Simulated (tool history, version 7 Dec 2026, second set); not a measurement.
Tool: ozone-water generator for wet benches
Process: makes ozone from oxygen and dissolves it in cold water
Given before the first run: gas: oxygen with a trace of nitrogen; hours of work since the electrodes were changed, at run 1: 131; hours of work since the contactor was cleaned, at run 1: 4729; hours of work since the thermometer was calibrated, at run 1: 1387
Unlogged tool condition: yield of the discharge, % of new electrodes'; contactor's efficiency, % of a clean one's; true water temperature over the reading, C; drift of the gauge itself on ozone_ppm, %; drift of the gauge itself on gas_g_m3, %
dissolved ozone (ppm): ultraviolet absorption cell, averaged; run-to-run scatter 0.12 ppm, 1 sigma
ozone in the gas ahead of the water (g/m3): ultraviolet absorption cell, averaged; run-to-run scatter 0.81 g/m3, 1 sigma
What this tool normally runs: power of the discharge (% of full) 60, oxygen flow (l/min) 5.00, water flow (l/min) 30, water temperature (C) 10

run,day,power of the discharge (% of full),oxygen flow (l/min),water flow (l/min),water temperature (C),hours of work since the electrodes were changed,hours of work since the contactor was cleaned,hours of work since the thermometer was calibrated,dissolved ozone (ppm),ozone in the gas ahead of the water (g/m3)
1,0.000,60,5.00,30,10,131,4729,1387,11.5,126.4
2,0.721,60,5.00,30,10,147,4744,1403,11.2,128.3
3,1.900,60,8.43,30,10,173,4770,1429,11.6,92.9
4,2.650,60,8.43,30,10,189,4787,1445,11.7,91.7
5,3.462,60,8.43,30,10,207,4804,1463,11.5,91.8
6,4.792,55,5.00,30,10,236,4833,1492,10.6,115.7
7,5.358,55,5.00,30,10,249,4846,1504,10.5,115.8
8,6.475,60,5.80,30,10,273,4870,1529,11.6,115.7
# day 6.733: contactor cleaned
9,7.188,60,5.80,30,10,285,10,1541,11.1,116.1
10,7.938,60,5.80,30,10,301,26,1557,11.4,114.2
11,8.975,61,5.72,30,10,324,49,1580,11.1,118.9
12,9.779,46,4.96,25,17,342,67,1597,9.2,100.7
13,10.975,73,5.08,46,7,368,93,1623,8.5,149.9
14,11.796,60,3.63,19,16,386,111,1641,15.2,154.4
# day 12.679: contactor cleaned, once more
15,13.312,60,5.00,19,10,415,14,1671,17.5,126.6
16,14.296,45,7.43,27,8,437,35,1692,10.3,76.6
17,15.517,60,6.80,30,8,464,62,1719,12.3,104.0
18,16.604,60,6.50,30,7,487,86,1743,12.4,107.8
19,17.342,60,6.50,30,7,504,102,1759,12.5,107.4
20,18.304,60,6.50,30,7,525,123,1780,12.5,108.6

Describe how what the log doesn't record of the tool's condition differs between the last listed run preceding each entry between runs and the first listed run following it.
Runs 8 to 9: contactor cleaned (day 6.733)
  contactor's efficiency, % of a clean one's: 90.2 -> 83.3
  measured less the result without the state, dissolved ozone (ppm): -0.5 -> -1.0
Runs 14 to 15: contactor cleaned, once more (day 12.679)
  yield of the discharge, % of new electrodes': 99.6 -> 99.5; contactor's efficiency, % of a clean one's: 83.1 -> 98.9; true water temperature over the reading, C: 0 -> 0.01
  measured less the result without the state, dissolved ozone (ppm): -1.1 -> -0.1

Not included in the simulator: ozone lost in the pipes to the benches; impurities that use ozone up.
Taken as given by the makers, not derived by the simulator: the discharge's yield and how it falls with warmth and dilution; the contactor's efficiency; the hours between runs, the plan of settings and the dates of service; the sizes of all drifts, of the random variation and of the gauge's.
